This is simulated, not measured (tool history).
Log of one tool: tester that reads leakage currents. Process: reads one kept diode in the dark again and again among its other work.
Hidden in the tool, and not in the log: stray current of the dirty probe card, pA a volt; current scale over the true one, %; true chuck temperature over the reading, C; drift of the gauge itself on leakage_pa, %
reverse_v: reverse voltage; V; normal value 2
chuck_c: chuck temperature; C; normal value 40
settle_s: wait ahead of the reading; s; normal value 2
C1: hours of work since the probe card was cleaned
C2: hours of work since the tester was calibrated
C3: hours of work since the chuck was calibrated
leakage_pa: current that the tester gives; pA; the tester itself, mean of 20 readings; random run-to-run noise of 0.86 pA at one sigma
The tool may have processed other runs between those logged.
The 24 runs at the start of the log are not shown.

{"run": 25, "hour": 1883.6, "reverse_v": 12, "chuck_c": 40, "settle_s": 1.34, "C1": 2482, "C2": 1510, "C3": 516, "leakage_pa": 545.93}
{"run": 26, "hour": 1934.0, "reverse_v": 3.56, "chuck_c": 40, "settle_s": 0.59, "C1": 2511, "C2": 1540, "C3": 546, "leakage_pa": 351.42}
{"run": 27, "hour": 2034.0, "reverse_v": 1.44, "chuck_c": 28, "settle_s": 0.93, "C1": 2571, "C2": 1599, "C3": 605, "leakage_pa": 88.64}
{"run": 28, "hour": 2103.5, "reverse_v": 1.15, "chuck_c": 34, "settle_s": 6.57, "C1": 2612, "C2": 1640, "C3": 646, "leakage_pa": 140.14}
{"run": 29, "hour": 2200.1, "reverse_v": 2, "chuck_c": 40, "settle_s": 5.99, "C1": 2669, "C2": 1697, "C3": 703, "leakage_pa": 287.27}
{"run": 30, "hour": 2258.8, "reverse_v": 2, "chuck_c": 40, "settle_s": 5.99, "C1": 2704, "C2": 1732, "C3": 738, "leakage_pa": 284.77}
{"run": 31, "hour": 2315.4, "reverse_v": 2, "chuck_c": 40, "settle_s": 5.99, "C1": 2737, "C2": 1766, "C3": 772, "leakage_pa": 286.22}
{"run": 32, "hour": 2370.4, "reverse_v": 2, "chuck_c": 40, "settle_s": 2.95, "C1": 2770, "C2": 1798, "C3": 804, "leakage_pa": 284.82}
{"run": 33, "hour": 2433.9, "reverse_v": 2, "chuck_c": 27, "settle_s": 2, "C1": 2808, "C2": 1836, "C3": 842, "leakage_pa": 90.78}
{"run": 34, "hour": 2520.7, "reverse_v": 2.03, "chuck_c": 54, "settle_s": 3.51, "C1": 2859, "C2": 1887, "C3": 893, "leakage_pa": 886.42}
{"run": 35, "hour": 2598.3, "reverse_v": 3.4, "chuck_c": 40, "settle_s": 3.31, "C1": 2905, "C2": 1933, "C3": 939, "leakage_pa": 345.28}
{"run": 36, "hour": 2696.0, "reverse_v": 3.4, "chuck_c": 48, "settle_s": 6.74, "C1": 2963, "C2": 1991, "C3": 997, "leakage_pa": 666.28}
{"run": 37, "hour": 2778.1, "reverse_v": 2, "chuck_c": 23, "settle_s": 2, "C1": 3012, "C2": 2040, "C3": 1046, "leakage_pa": 62.73}
{"hour": 2798.3, "done": "tester calibrated"}
{"run": 38, "hour": 2824.6, "reverse_v": 2, "chuck_c": 23, "settle_s": 2, "C1": 3038, "C2": 16, "C3": 1072, "leakage_pa": 62.73}
{"run": 39, "hour": 2900.6, "reverse_v": 2, "chuck_c": 25, "settle_s": 0.95, "C1": 3083, "C2": 61, "C3": 1117, "leakage_pa": 76.07}

Consider 4 possible next runs. They are alternatives, not a sequence: every one starts from the tool as it was left by run 39. What does each give?
{"run": "A", "hour": 2944.1, "reverse_v": 10.83, "chuck_c": 41, "settle_s": 1.29, "C1": 3109, "C2": 86, "C3": 1143, "leakage_pa": "?"}
{"run": "B", "hour": 2944.1, "reverse_v": 2.68, "chuck_c": 25, "settle_s": 1.74, "C1": 3109, "C2": 86, "C3": 1143, "leakage_pa": "?"}
{"run": "C", "hour": 2944.1, "reverse_v": 4.51, "chuck_c": 23, "settle_s": 3.68, "C1": 3109, "C2": 86, "C3": 1143, "leakage_pa": "?"}
{"run": "D", "hour": 2944.1, "reverse_v": 3.94, "chuck_c": 43, "settle_s": 2, "C1": 3109, "C2": 86, "C3": 1143, "leakage_pa": "?"}

run=A leakage_pa=569.4
run=B leakage_pa=84.33
run=C leakage_pa=83.86
run=D leakage_pa=467.21
The same runs, with their run-to-run variation unchanged, on a tool lacking any hidden condition would have given:
run=A leakage_pa=570.04
run=B leakage_pa=84.4
run=C leakage_pa=83.85
run=D leakage_pa=467.92
